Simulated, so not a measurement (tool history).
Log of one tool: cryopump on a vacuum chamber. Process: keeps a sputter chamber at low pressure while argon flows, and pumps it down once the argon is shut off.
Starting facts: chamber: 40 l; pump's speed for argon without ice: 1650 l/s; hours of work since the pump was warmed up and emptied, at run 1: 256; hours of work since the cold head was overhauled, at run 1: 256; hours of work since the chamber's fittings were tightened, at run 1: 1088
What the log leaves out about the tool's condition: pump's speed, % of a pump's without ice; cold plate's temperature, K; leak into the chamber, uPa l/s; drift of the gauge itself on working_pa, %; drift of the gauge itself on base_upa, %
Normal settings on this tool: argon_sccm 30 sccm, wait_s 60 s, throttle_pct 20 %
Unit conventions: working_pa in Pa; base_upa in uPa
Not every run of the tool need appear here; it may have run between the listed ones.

| run | hour | argon_sccm | wait_s | throttle_pct | hours of work since the pump was warmed up and emptied | hours of work since the cold head was overhauled | hours of work since the chamber's fittings were tightened | working_pa | base_upa |
|---|---|---|---|---|---|---|---|---|---|
| 1 | 0 | 30 | 60 | 20 | 256 | 256 | 1088 | 0.1567 | 2.4 |
| 2 | 14.7 | 30 | 60 | 20 | 263 | 263 | 1095 | 0.1566 | 2.46 |
| 3 | 34.5 | 30 | 60 | 20 | 273 | 273 | 1105 | 0.1563 | 2.48 |
| 4 | 46.3 | 30 | 60 | 20 | 279 | 279 | 1111 | 0.1554 | 2.46 |
| 5 | 63.2 | 30 | 60 | 20 | 287 | 287 | 1119 | 0.1568 | 2.48 |
| 6 | 73.2 | 30 | 60 | 20 | 292 | 292 | 1124 | 0.1572 | 2.5 |
| 7 | 84.2 | 30 | 68 | 20 | 297 | 297 | 1130 | 0.1574 | 2.45 |
| 8 | 99.9 | 17 | 60 | 20 | 305 | 305 | 1137 | 0.0896 | 2.52 |
| 9 | 110.2 | 17 | 60 | 20 | 310 | 310 | 1142 | 0.089 | 2.51 |
| 10 | 131 | 35 | 60 | 20 | 320 | 320 | 1153 | 0.1835 | 2.56 |
| 11 | 141.4 | 35 | 60 | 20 | 325 | 325 | 1158 | 0.1833 | 2.61 |
| 12 | 154.8 | 35 | 60 | 20 | 332 | 332 | 1164 | 0.1847 | 2.54 |
| 13 | 174.1 | 19 | 60 | 20 | 341 | 341 | 1174 | 0.0993 | 2.58 |
| 14 | 185.5 | 19 | 60 | 20 | 347 | 347 | 1179 | 0.1003 | 2.58 |
| 15 | 200.9 | 19 | 60 | 20 | 355 | 355 | 1187 | 0.0999 | 2.61 |
| 16 | 211.5 | 30 | 271 | 20 | 360 | 360 | 1192 | 0.157 | 2.23 |
| 17 | 228.6 | 30 | 271 | 20 | 368 | 368 | 1201 | 0.1574 | 2.31 |
| 18 | 239.3 | 47 | 70 | 17 | 374 | 374 | 1206 | 0.29 | 2.55 |
| 19 | 254.7 | 47 | 20 | 18 | 381 | 381 | 1214 | 0.2743 | 3.61 |
| 20 | 275.3 | 47 | 20 | 18 | 391 | 391 | 1224 | 0.2728 | 3.58 |
| 21 | 294.1 | 30 | 99 | 34 | 401 | 401 | 1233 | 0.0944 | 2.64 |
| 22 | 305.5 | 23 | 243 | 31 | 406 | 406 | 1239 | 0.0795 | 2.33 |
| 23 | 321 | 23 | 243 | 31 | 414 | 414 | 1246 | 0.0803 | 2.44 |
| 24 | 329.7 | 20 | 60 | 20 | 418 | 418 | 1250 | 0.1057 | 2.82 |
| 25 | 342.2 | 14 | 35 | 20 | 424 | 424 | 1257 | 0.0739 | 3.18 |
| 26 | 359.1 | 51 | 62 | 25 | 433 | 433 | 1265 | 0.2163 | 2.77 |
| 27 | 368.7 | 51 | 62 | 25 | 437 | 437 | 1270 | 0.2157 | 2.73 |
| 28 | 381.1 | 51 | 62 | 25 | 443 | 443 | 1276 | 0.218 | 2.85 |
| 29 | 390.3 | 56 | 62 | 27 | 448 | 448 | 1280 | 0.222 | 2.89 |
| 30 | 411.3 | 34 | 160 | 40 | 458 | 458 | 1291 | 0.0924 | 2.6 |
| 31 | 423.8 | 15 | 201 | 20 | 464 | 464 | 1297 | 0.0793 | 2.59 |
| 32 | 435.1 | 15 | 201 | 20 | 470 | 470 | 1302 | 0.0795 | 2.58 |
| 33 | 452.3 | 15 | 201 | 20 | 478 | 478 | 1311 | 0.0799 | 2.56 |
| 34 | 472.8 | 15 | 29 | 43 | 488 | 488 | 1321 | 0.0386 | 3.47 |

Forecast each of these 4 alternatives for the next run:
| A | 481.4 | 15 | 44 | 43 | 493 | 493 | 1325 | ? | ? |
| B | 481.4 | 13 | 29 | 43 | 493 | 493 | 1325 | ? | ? |
| C | 481.4 | 46 | 117 | 20 | 493 | 493 | 1325 | ? | ? |
| D | 481.4 | 19 | 152 | 20 | 493 | 493 | 1325 | ? | ? |

| run | working_pa | base_upa |
|---|---|---|
| A | 0.0387 | 3.04 |
| B | 0.0335 | 3.35 |
| C | 0.2441 | 2.74 |
| D | 0.1011 | 2.71 |
Without the tool's hidden state the same runs would have given:
| run | working_pa | base_upa |
|---|---|---|
| A | 0.0359 | 0.8 |
| B | 0.0311 | 1.12 |
| C | 0.2357 | 0.45 |
| D | 0.0976 | 0.36 |
